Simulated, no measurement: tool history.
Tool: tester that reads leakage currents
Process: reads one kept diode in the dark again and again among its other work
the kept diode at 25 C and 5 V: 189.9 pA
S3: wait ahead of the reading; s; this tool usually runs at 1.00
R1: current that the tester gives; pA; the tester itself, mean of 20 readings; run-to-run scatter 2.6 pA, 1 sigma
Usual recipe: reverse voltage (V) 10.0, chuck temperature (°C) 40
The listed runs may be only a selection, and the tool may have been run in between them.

Run 1, hour 0.0: usual settings. Result: R1 811.70 pA.
Run 2, hour 120.3: usual settings. Result: R1 803.71 pA.
Run 3, hour 253.1: usual settings. Result: R1 802.56 pA.
Run 4, hour 408.6: usual settings. Result: R1 798.45 pA.
Run 5, hour 578.5: usual settings but S3 9.87 s. Result: R1 785.38 pA.
Run 6, hour 737.7: usual settings but reverse voltage (V) 14.5. Result: R1 931.50 pA.
Run 7, hour 876.9: usual settings but reverse voltage (V) 14.5. Result: R1 935.73 pA.
Run 8, hour 1094.7: usual settings but reverse voltage (V) 14.5. Result: R1 921.08 pA.
Run 9, hour 1314.9: usual settings but reverse voltage (V) 14.5. Result: R1 919.53 pA.
At hour 1454.7: chuck's temperature calibrated.
Run 10, hour 1475.6: usual settings but reverse voltage (V) 4.7. Result: R1 613.88 pA.
Run 11, hour 1643.1: usual settings but chuck temperature (°C) 27. Result: R1 327.57 pA.
Run 12, hour 1737.8: usual settings but reverse voltage (V) 11.0, chuck temperature (°C) 50, S3 2.16 s. Result: R1 1839.39 pA.
Run 13, hour 1867.4: usual settings but reverse voltage (V) 17.7. Result: R1 1117.79 pA.
Run 14, hour 1985.3: usual settings but reverse voltage (V) 17.7. Result: R1 1113.13 pA.
At hour 2143.3: probe card cleaned and baked.
Run 15, hour 2146.9: usual settings but reverse voltage (V) 3.1, chuck temperature (°C) 54, S3 5.42 s. Result: R1 1339.73 pA.
Run 16, hour 2349.5: usual settings but reverse voltage (V) 1.3, chuck temperature (°C) 38, S3 0.58 s. Result: R1 281.23 pA.
Run 17, hour 2451.1: usual settings but reverse voltage (V) 7.0. Result: R1 690.76 pA.
Run 18, hour 2573.4: usual settings but reverse voltage (V) 3.9, chuck temperature (°C) 33, S3 1.25 s. Result: R1 308.86 pA.
Run 19, hour 2729.0: usual settings but reverse voltage (V) 3.9, chuck temperature (°C) 32, S3 3.65 s. Result: R1 283.31 pA.
Run 20, hour 2882.4: usual settings but reverse voltage (V) 3.9, chuck temperature (°C) 32, S3 3.65 s. Result: R1 279.05 pA.
Run 21, hour 2982.1: usual settings but reverse voltage (V) 1.2, chuck temperature (°C) 52, S3 1.96 s. Result: R1 740.64 pA.

3 options for the next run, each taken on its own from the tool as it stands now. Forecast them:
Run A, hour 3175.1: usual settings but chuck temperature (°C) 47, S3 0.30 s. Result: R1 ?.
Run B, hour 3175.1: usual settings but reverse voltage (V) 1.2, chuck temperature (°C) 52, S3 1.25 s. Result: R1 ?.
Run C, hour 3175.1: usual settings but chuck temperature (°C) 44, S3 0.53 s. Result: R1 ?.

run       R1
  A  1327.75
  B   737.13
  C  1062.12
Without the tool's hidden state the same runs would have given:
run       R1
  A  1435.37
  B   798.02
  C  1148.87
